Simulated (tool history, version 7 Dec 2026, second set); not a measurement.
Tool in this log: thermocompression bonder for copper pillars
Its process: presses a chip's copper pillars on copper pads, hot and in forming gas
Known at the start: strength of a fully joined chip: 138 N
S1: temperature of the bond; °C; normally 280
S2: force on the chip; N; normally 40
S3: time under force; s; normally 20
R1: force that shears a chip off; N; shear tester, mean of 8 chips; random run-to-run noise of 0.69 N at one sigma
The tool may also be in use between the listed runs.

Run 1, day 0.000: usual settings. Result: R1 79.9 N.
Run 2, day 0.375: usual settings. Result: R1 80.1 N.
Run 3, day 0.692: usual settings. Result: R1 81.0 N.
Run 4, day 1.004: usual settings. Result: R1 78.6 N.
Run 5, day 1.233: usual settings. Result: R1 80.1 N.
Run 6, day 1.608: usual settings. Result: R1 79.9 N.
Run 7, day 1.796: usual settings. Result: R1 79.9 N.
Run 8, day 2.138: usual settings but S3 13 s. Result: R1 70.0 N.
At day 2.296: forming gas filter changed.
Run 9, day 2.596: usual settings but S3 44 s. Result: R1 106.1 N.
Run 10, day 2.850: usual settings but S3 44 s. Result: R1 105.9 N.
Run 11, day 3.196: usual settings but S1 276 °C, S2 29 N, S3 21 s. Result: R1 72.3 N.
Run 12, day 3.462: usual settings but S1 276 °C, S2 29 N, S3 21 s. Result: R1 72.2 N.
Run 13, day 3.921: usual settings but S1 308 °C. Result: R1 110.2 N.
Run 14, day 4.333: usual settings but S1 278 °C, S2 53 N, S3 14 s. Result: R1 83.5 N.
Run 15, day 4.525: usual settings but S1 278 °C, S2 53 N, S3 14 s. Result: R1 82.4 N.
Run 16, day 4.871: usual settings but S1 253 °C, S2 48 N, S3 46 s. Result: R1 85.4 N.
Run 17, day 5.142: usual settings but S1 300 °C, S2 42 N, S3 32 s. Result: R1 114.7 N.

What if the next run were any one of these 4? Each begins from the tool's condition after run 17:
Run A, day 5.333: usual settings but S1 294 °C, S2 45 N, S3 32 s. Result: R1 ?.
Run B, day 5.333: usual settings but S2 48 N. Result: R1 ?.
Run C, day 5.333: usual settings but S2 28 N, S3 16 s. Result: R1 ?.
Run D, day 5.333: usual settings but S1 259 °C, S2 44 N, S3 41 s. Result: R1 ?.

run     R1
  A  111.2
  B   90.6
  C   67.6
  D   85.6
The same runs, with their run-to-run variation unchanged, on a tool lacking any hidden condition would have given:
run     R1
  A  116.2
  B   96.4
  C   72.9
  D   91.7

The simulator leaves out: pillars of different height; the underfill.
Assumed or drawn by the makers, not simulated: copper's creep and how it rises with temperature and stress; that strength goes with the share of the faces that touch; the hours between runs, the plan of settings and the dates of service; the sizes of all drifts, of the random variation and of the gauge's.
